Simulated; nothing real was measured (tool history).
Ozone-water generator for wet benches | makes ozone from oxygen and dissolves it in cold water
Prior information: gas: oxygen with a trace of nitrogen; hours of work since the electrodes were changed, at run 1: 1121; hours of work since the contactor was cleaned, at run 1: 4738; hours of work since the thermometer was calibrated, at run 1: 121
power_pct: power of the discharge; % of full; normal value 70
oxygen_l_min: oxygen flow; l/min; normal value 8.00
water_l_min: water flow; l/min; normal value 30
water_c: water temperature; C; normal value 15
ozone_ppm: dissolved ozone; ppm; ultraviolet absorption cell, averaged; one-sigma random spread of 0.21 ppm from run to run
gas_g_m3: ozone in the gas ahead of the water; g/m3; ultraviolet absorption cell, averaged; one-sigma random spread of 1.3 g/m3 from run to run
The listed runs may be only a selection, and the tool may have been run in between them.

run     day  power_pct  oxygen_l_min  water_l_min  water_c  hours of work since the electrodes were changed  hours of work since the contactor was cleaned  hours of work since the thermometer was calibrated  ozone_ppm  gas_g_m3
  1   0.000         70          8.00           30       15                                             1121                                           4738                                                 121       30.6     241.4
  2   0.650         70          8.00           30       15                                             1133                                           4751                                                 134       30.6     243.6
  3   1.929         70          8.00           30       15                                             1158                                           4776                                                 158       30.5     242.5
  4   3.362         70          8.00           30       18                                             1186                                           4804                                                 186       29.6     240.2
  5   4.725         70          8.00           30       18                                             1212                                           4830                                                 212       29.4     242.1
  6   5.900         70          5.74           30       15                                             1235                                           4853                                                 235       31.5     301.0
  7   7.312         70          5.74           30       15                                             1262                                           4880                                                 263       31.0     300.6
  8   8.038         70          5.74           30       15                                             1276                                           4894                                                 277       31.2     298.7
  9   8.996         70          8.00           30       15                                             1295                                           4913                                                 295       30.7     244.2
 10   9.808         70          8.00           30       15                                             1310                                           4928                                                 311       30.4     242.1
 11  10.671         70          8.00           30       15                                             1327                                           4945                                                 327       30.5     240.4
 12  11.688         70          8.00           30       15                                             1347                                           4965                                                 347       30.9     242.0
 13  12.479         70          4.59           30       15                                             1362                                           4980                                                 362       31.2     351.4
 14  13.846         70          4.59           30       15                                             1388                                           5006                                                 389       31.2     348.0
 15  15.075         70          4.59           30       15                                             1412                                           5030                                                 413       31.0     346.6
 16  16.483         70          4.59           30       15                                             1440                                           5057                                                 440       31.5     350.8
 17  17.546         41          8.00           44       15                                             1460                                           5078                                                 461       16.0     177.8
 18  18.846         70         10.22           36        9                                             1485                                           5103                                                 486       28.2     205.8
 19  19.992         70         10.22           36        9                                             1507                                           5125                                                 508       28.1     204.9
 20  21.500         70          6.99           43       15                                             1537                                           5155                                                 537       22.4     265.0
 21  22.408         70          6.99           43       15                                             1554                                           5172                                                 555       22.1     262.4
 22  23.679         64          9.13           33        9                                             1579                                           5197                                                 579       28.9     207.6
 23  25.038         64          9.13           33        9                                             1605                                           5223                                                 606       28.6     211.0
 24  26.188         64          9.13           18       11                                             1627                                           5245                                                 628       43.3     208.5
 25  26.871         64          9.13           18       11                                             1641                                           5258                                                 641       43.5     210.7
 26  27.562         70          8.00           30       10                                             1654                                           5272                                                 654       33.0     242.2
 27  29.012         80          9.87           30       20                                             1682                                           5300                                                 682       29.9     224.7
 28  29.954         80         13.41           27       20                                             1700                                           5318                                                 701       29.8     184.9
 29  30.938         70          6.30           30       11                                             1719                                           5337                                                 720       32.5     285.4

Each row is a separate what-if for the run after 29, all from the same tool condition, not one after another. Results?
  A  31.838         70          5.55           45       15                                             1737                                           5355                                                 737          ?         ?
  B  31.838         49          7.13           30       15                                             1737                                           5355                                                 737          ?         ?
  C  31.838         70          5.47           30       11                                             1737                                           5355                                                 737          ?         ?
  D  31.838         70          5.07           30       10                                             1737                                           5355                                                 737          ?         ?

run  ozone_ppm  gas_g_m3
  A       21.3     307.8
  B       25.2     210.5
  C       32.5     309.3
  D       32.8     329.7
Take away the tool's hidden state, keep each run's random variation, and the runs would have read:
run  ozone_ppm  gas_g_m3
  A       21.3     307.9
  B       25.2     210.5
  C       32.5     309.4
  D       32.8     329.8

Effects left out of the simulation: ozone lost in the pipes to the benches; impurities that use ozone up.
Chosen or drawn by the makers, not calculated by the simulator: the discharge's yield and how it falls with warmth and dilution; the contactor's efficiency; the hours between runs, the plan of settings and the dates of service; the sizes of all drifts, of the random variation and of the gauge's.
